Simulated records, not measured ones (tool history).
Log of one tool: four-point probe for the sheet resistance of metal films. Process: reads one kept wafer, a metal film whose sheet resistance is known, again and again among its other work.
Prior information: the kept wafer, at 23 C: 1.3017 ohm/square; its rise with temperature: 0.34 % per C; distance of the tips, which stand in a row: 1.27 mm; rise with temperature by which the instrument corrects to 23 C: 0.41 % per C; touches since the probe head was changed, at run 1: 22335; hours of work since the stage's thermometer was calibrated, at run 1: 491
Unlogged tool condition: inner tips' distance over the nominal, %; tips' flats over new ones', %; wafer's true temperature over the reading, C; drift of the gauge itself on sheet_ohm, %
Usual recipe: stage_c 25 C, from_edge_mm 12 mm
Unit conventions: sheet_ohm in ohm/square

run,hour,stage_c,from_edge_mm,touches since the probe head was changed,hours of work since the stage's thermometer was calibrated,sheet_ohm
1,0.0,25,12,22335,491,1.307883
2,74.1,25,12,23343,530,1.307728
3,183.1,25,12,24826,588,1.308715
4,262.9,25,34,25913,630,1.301661
5,369.2,25,34,27359,686,1.301995
6,502.1,25,12,29168,757,1.308916
7,613.7,25,12,30686,816,1.309229
8,728.0,25,40,32241,876,1.302487
9,807.2,25,40,33319,918,1.302499
10,862.0,23,40,34065,947,1.304853
11,973.8,20,40,35586,1006,1.307371
12,1033.4,20,40,36397,1038,1.307660
13,1124.9,20,40,37643,1086,1.307302
14,1183.4,20,40,38438,1117,1.307808
15,1271.1,20,42,39632,1164,1.307968
16,1358.2,20,42,40817,1210,1.308174
17,1450.5,30,12,42073,1258,1.307254
18,1580.5,30,12,43842,1327,1.306727
19,1637.4,27,12,44616,1357,1.309924
20,1704.9,27,12,45535,1393,1.309995
# hour 1782.6: stage's thermometer calibrated
21,1830.2,25,12,47233,25,1.310568
22,1959.5,25,12,48993,94,1.310980
23,2025.8,18,14,49895,129,1.315598
24,2140.0,26,22,51449,189,1.305327
25,2200.0,29,3,52266,221,1.413861
26,2262.1,29,3,53111,254,1.414192
27,2338.7,29,73,54153,294,1.300770
28,2463.1,27,24,55847,360,1.304308
29,2566.2,27,24,57249,415,1.304459
30,2668.4,33,6,58639,469,1.328438
31,2724.9,33,6,59408,499,1.328726
32,2786.3,33,23,60244,531,1.299773
33,2880.1,32,27,61520,581,1.300183
34,3006.5,33,14,63240,647,1.304203
35,3075.2,26,22,64176,684,1.306691
36,3147.2,26,22,65156,722,1.306638
37,3250.7,26,22,66563,777,1.307364
38,3382.6,28,64,68358,846,1.304086
39,3438.9,28,64,69125,876,1.303540
40,3511.9,27,18,70119,915,1.307889
41,3629.5,27,18,71718,977,1.308259

Predict each of these 3 candidate next runs independently; none follows another, all start after run 41:
A,3750.5,22,18,73364,1041,?
B,3750.5,30,25,73364,1041,?
C,3750.5,28,12,73364,1041,?

run,sheet_ohm
A,1.312895
B,1.304616
C,1.311776
Stripped of hidden state, with their random variation kept, the same runs would have yielded:
run,sheet_ohm
A,1.306053
B,1.297844
C,1.304962

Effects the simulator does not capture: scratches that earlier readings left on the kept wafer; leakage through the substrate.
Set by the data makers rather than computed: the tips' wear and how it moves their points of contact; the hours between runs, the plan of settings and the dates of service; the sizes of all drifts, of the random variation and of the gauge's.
